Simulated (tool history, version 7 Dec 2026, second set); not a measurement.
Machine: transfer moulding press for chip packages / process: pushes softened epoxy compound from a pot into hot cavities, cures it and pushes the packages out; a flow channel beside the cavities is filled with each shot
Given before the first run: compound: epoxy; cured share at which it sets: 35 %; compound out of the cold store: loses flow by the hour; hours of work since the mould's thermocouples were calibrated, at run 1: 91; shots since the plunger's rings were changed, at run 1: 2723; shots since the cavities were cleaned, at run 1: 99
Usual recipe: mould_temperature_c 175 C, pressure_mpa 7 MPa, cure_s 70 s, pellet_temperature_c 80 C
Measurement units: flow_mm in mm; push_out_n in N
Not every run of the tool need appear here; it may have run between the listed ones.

| run | hour | mould_temperature_c | pressure_mpa | cure_s | pellet_temperature_c | hours of work since the mould's thermocouples were calibrated | shots since the plunger's rings were changed | shots since the cavities were cleaned | incoming compound's hours out of the cold store | flow_mm | push_out_n |
|---|---|---|---|---|---|---|---|---|---|---|---|
| 1 | 0 | 175 | 7 | 70 | 80 | 91 | 2723 | 99 | 46 | 818 | 570 |
| 2 | 12.5 | 175 | 7 | 70 | 80 | 96 | 2851 | 227 | 29.3 | 863 | 600 |
| 3 | 21.8 | 175 | 7 | 70 | 80 | 100 | 2947 | 323 | 44.5 | 822 | 584 |
| 4 | 29.4 | 175 | 7 | 70 | 80 | 103 | 3025 | 401 | 10.3 | 922 | 629 |
| 5 | 39.8 | 175 | 7 | 70 | 80 | 108 | 3132 | 508 | 46.9 | 816 | 577 |
| 6 | 53.9 | 174 | 7 | 70 | 80 | 114 | 3277 | 653 | 31.4 | 863 | 645 |
|  | 59.3 | cavities cleaned with cleaning compound and waxed |
| 7 | 72.3 | 174 | 7 | 70 | 80 | 121 | 3450 | 134 | 17.6 | 904 | 656 |
| 8 | 83.7 | 175 | 7 | 70 | 80 | 125 | 3567 | 251 | 13 | 916 | 603 |
| 9 | 93.5 | 175 | 6.82 | 70 | 80 | 130 | 3667 | 351 | 27.9 | 857 | 599 |
| 10 | 111 | 175 | 6.82 | 70 | 80 | 137 | 3847 | 531 | 36.9 | 828 | 586 |
| 11 | 126.3 | 175 | 6.82 | 70 | 89 | 143 | 4005 | 689 | 12.1 | 902 | 614 |
|  | 129.2 | cavities cleaned with cleaning compound and waxed |
| 12 | 142.2 | 175 | 6.82 | 81 | 89 | 149 | 4152 | 133 | 45 | 808 | 428 |
| 13 | 159.7 | 175 | 6.82 | 81 | 89 | 157 | 4332 | 313 | 42.2 | 814 | 443 |
| 14 | 172.6 | 175 | 6.82 | 81 | 89 | 162 | 4464 | 445 | 12 | 906 | 456 |
| 15 | 189.8 | 172 | 7 | 70 | 80 | 169 | 4640 | 621 | 11.1 | 941 | 787 |
|  | 198.5 | cavities cleaned with cleaning compound and waxed |
|  | 210 | plunger's sealing rings changed |
| 16 | 210 | 175 | 7 | 54 | 81 | 176 | 0 | 93 | 26 | 871 | 1174 |
| 17 | 225.5 | 175 | 7 | 54 | 81 | 182 | 159 | 252 | 29.7 | 863 | 1156 |
| 18 | 236.1 | 171 | 7.41 | 70 | 80 | 187 | 268 | 361 | 27.5 | 916 | 815 |
| 19 | 252 | 171 | 6.45 | 70 | 72 | 193 | 431 | 524 | 17 | 886 | 857 |
| 20 | 263.7 | 175 | 7 | 70 | 73 | 198 | 551 | 644 | 17.7 | 902 | 623 |
|  | 270.5 | cavities cleaned with cleaning compound and waxed |
| 21 | 278.9 | 175 | 7 | 70 | 73 | 204 | 692 | 87 | 44.9 | 817 | 575 |
| 22 | 294.5 | 175 | 7 | 70 | 73 | 210 | 852 | 247 | 34 | 848 | 606 |
| 23 | 307.1 | 170 | 7.81 | 70 | 88 | 216 | 981 | 376 | 18.3 | 975 | 865 |
| 24 | 317 | 170 | 7.81 | 70 | 88 | 220 | 1083 | 478 | 44.4 | 891 | 794 |
| 25 | 329.9 | 170 | 7.81 | 70 | 88 | 225 | 1216 | 611 | 25.9 | 950 | 857 |
|  | 340.4 | cavities cleaned with cleaning compound and waxed |
| 26 | 347.5 | 170 | 6.07 | 70 | 88 | 232 | 1381 | 73 | 17.3 | 864 | 882 |
| 27 | 361.7 | 175 | 7.96 | 70 | 80 | 238 | 1526 | 218 | 23.5 | 937 | 591 |
| 28 | 378 | 175 | 7.96 | 70 | 80 | 245 | 1694 | 386 | 37.1 | 900 | 570 |
| 29 | 394.4 | 175 | 7.96 | 86 | 87 | 251 | 1862 | 554 | 38 | 894 | 416 |

Below are 3 alternative next runs, each starting from the tool's condition after run 29. Predict each:
| A | 403.8 | 183 | 6.67 | 70 | 80 | 255 | 1959 | 651 | 25.5 | ? | ? |
| B | 403.8 | 172 | 7.96 | 86 | 79 | 255 | 1959 | 651 | 32.8 | ? | ? |
| C | 403.8 | 175 | 6.33 | 98 | 87 | 255 | 1959 | 651 | 19.6 | ? | ? |

| run | flow_mm | push_out_n |
|---|---|---|
| A | 821 | 404 |
| B | 928 | 464 |
| C | 846 | 382 |
The same runs, with their run-to-run variation unchanged, on a tool lacking any hidden condition would have given:
| run | flow_mm | push_out_n |
|---|---|---|
| A | 822 | 402 |
| B | 928 | 461 |
| C | 847 | 379 |
